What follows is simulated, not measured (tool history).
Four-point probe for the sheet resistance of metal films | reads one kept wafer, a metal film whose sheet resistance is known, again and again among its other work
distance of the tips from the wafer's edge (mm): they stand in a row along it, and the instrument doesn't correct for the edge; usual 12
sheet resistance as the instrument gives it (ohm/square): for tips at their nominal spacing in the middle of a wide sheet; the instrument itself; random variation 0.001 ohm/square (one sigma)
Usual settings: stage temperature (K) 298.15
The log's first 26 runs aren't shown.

run	hour	stage temperature (K)	distance of the tips from the wafer's edge (mm)	sheet resistance as the instrument gives it (ohm/square)
27	371	306.15	7	5.136391
28	389.9	304.15	38	5.114807
29	409.3	304.15	38	5.116542
30	426.8	301.15	17	5.118726
31	435.3	301.15	17	5.122101
32	454.2	301.15	17	5.119212
33	467.9	292.15	17	5.130465
34	477.2	293.15	7	5.1484
35	492.1	293.15	7	5.146819
36	510.9	306.15	7	5.133377
37	528	296.15	12	5.128828
38	536.6	298.15	19	5.122417

Run 39 comes next. What will it give?
39	548	295.15	34	?

Run 39 gave sheet resistance as the instrument gives it (ohm/square) 5.122837.
Without the tool's hidden state the same run would have given sheet resistance as the instrument gives it (ohm/square) 5.144677.
